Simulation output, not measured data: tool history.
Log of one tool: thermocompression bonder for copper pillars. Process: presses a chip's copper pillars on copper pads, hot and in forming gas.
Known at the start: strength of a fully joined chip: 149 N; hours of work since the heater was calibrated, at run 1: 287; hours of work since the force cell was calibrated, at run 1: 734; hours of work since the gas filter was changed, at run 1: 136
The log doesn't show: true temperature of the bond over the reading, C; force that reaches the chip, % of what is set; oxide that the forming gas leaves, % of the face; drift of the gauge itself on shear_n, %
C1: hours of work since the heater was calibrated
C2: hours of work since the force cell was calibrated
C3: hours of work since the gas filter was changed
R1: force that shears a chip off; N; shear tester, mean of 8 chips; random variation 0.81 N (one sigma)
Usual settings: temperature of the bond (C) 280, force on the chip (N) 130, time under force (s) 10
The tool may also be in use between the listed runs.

{"run": 1, "hour": 0.0, "temperature of the bond (C)": 280, "force on the chip (N)": 130, "time under force (s)": 10, "C1": 287, "C2": 734, "C3": 136, "R1": 59.3}
{"run": 2, "hour": 6.6, "temperature of the bond (C)": 280, "force on the chip (N)": 130, "time under force (s)": 10, "C1": 292, "C2": 739, "C3": 141, "R1": 59.3}
{"run": 3, "hour": 18.0, "temperature of the bond (C)": 280, "force on the chip (N)": 130, "time under force (s)": 10, "C1": 300, "C2": 747, "C3": 149, "R1": 59.3}
{"run": 4, "hour": 29.4, "temperature of the bond (C)": 280, "force on the chip (N)": 130, "time under force (s)": 10, "C1": 308, "C2": 755, "C3": 157, "R1": 59.1}
{"run": 5, "hour": 35.3, "temperature of the bond (C)": 280, "force on the chip (N)": 130, "time under force (s)": 10, "C1": 313, "C2": 759, "C3": 161, "R1": 57.9}
{"run": 6, "hour": 44.0, "temperature of the bond (C)": 304, "force on the chip (N)": 130, "time under force (s)": 10, "C1": 319, "C2": 766, "C3": 168, "R1": 73.0}
{"run": 7, "hour": 51.0, "temperature of the bond (C)": 276, "force on the chip (N)": 130, "time under force (s)": 10, "C1": 324, "C2": 771, "C3": 173, "R1": 55.4}
{"run": 8, "hour": 60.3, "temperature of the bond (C)": 280, "force on the chip (N)": 130, "time under force (s)": 10, "C1": 330, "C2": 777, "C3": 179, "R1": 57.6}
{"run": 9, "hour": 69.6, "temperature of the bond (C)": 280, "force on the chip (N)": 130, "time under force (s)": 10, "C1": 337, "C2": 784, "C3": 186, "R1": 57.6}
{"run": 10, "hour": 79.5, "temperature of the bond (C)": 280, "force on the chip (N)": 130, "time under force (s)": 10, "C1": 344, "C2": 791, "C3": 193, "R1": 59.5}
{"run": 11, "hour": 85.7, "temperature of the bond (C)": 280, "force on the chip (N)": 130, "time under force (s)": 10, "C1": 349, "C2": 795, "C3": 197, "R1": 57.2}
{"hour": 92.1, "done": "forming gas filter changed"}
{"run": 12, "hour": 95.1, "temperature of the bond (C)": 280, "force on the chip (N)": 130, "time under force (s)": 10, "C1": 355, "C2": 802, "C3": 2, "R1": 61.6}
{"run": 13, "hour": 106.1, "temperature of the bond (C)": 280, "force on the chip (N)": 130, "time under force (s)": 11, "C1": 363, "C2": 810, "C3": 10, "R1": 64.4}
{"run": 14, "hour": 117.4, "temperature of the bond (C)": 280, "force on the chip (N)": 130, "time under force (s)": 20, "C1": 371, "C2": 818, "C3": 18, "R1": 77.0}
{"run": 15, "hour": 127.4, "temperature of the bond (C)": 280, "force on the chip (N)": 171, "time under force (s)": 20, "C1": 378, "C2": 825, "C3": 25, "R1": 90.3}
{"run": 16, "hour": 134.5, "temperature of the bond (C)": 280, "force on the chip (N)": 171, "time under force (s)": 20, "C1": 383, "C2": 830, "C3": 30, "R1": 91.0}
{"run": 17, "hour": 139.9, "temperature of the bond (C)": 280, "force on the chip (N)": 181, "time under force (s)": 15, "C1": 387, "C2": 834, "C3": 34, "R1": 87.5}
{"run": 18, "hour": 145.3, "temperature of the bond (C)": 280, "force on the chip (N)": 82, "time under force (s)": 10, "C1": 391, "C2": 838, "C3": 38, "R1": 42.2}
{"run": 19, "hour": 156.7, "temperature of the bond (C)": 280, "force on the chip (N)": 82, "time under force (s)": 10, "C1": 399, "C2": 846, "C3": 46, "R1": 43.5}
{"run": 20, "hour": 164.0, "temperature of the bond (C)": 257, "force on the chip (N)": 167, "time under force (s)": 7, "C1": 404, "C2": 851, "C3": 51, "R1": 49.3}
{"run": 21, "hour": 171.5, "temperature of the bond (C)": 257, "force on the chip (N)": 136, "time under force (s)": 23, "C1": 409, "C2": 856, "C3": 57, "R1": 67.9}
{"run": 22, "hour": 178.5, "temperature of the bond (C)": 257, "force on the chip (N)": 136, "time under force (s)": 23, "C1": 414, "C2": 861, "C3": 62, "R1": 67.7}
{"run": 23, "hour": 188.1, "temperature of the bond (C)": 257, "force on the chip (N)": 136, "time under force (s)": 23, "C1": 421, "C2": 868, "C3": 69, "R1": 68.9}
{"run": 24, "hour": 198.7, "temperature of the bond (C)": 268, "force on the chip (N)": 136, "time under force (s)": 14, "C1": 429, "C2": 876, "C3": 76, "R1": 60.6}

The next listed run, before its measurement:
{"run": 25, "hour": 204.2, "temperature of the bond (C)": 267, "force on the chip (N)": 136, "time under force (s)": 16, "C1": 433, "C2": 880, "C3": 80, "R1": "?"}

R1: 65.2 N
Without the tool's hidden state the same run would have given R1 69.9 N.

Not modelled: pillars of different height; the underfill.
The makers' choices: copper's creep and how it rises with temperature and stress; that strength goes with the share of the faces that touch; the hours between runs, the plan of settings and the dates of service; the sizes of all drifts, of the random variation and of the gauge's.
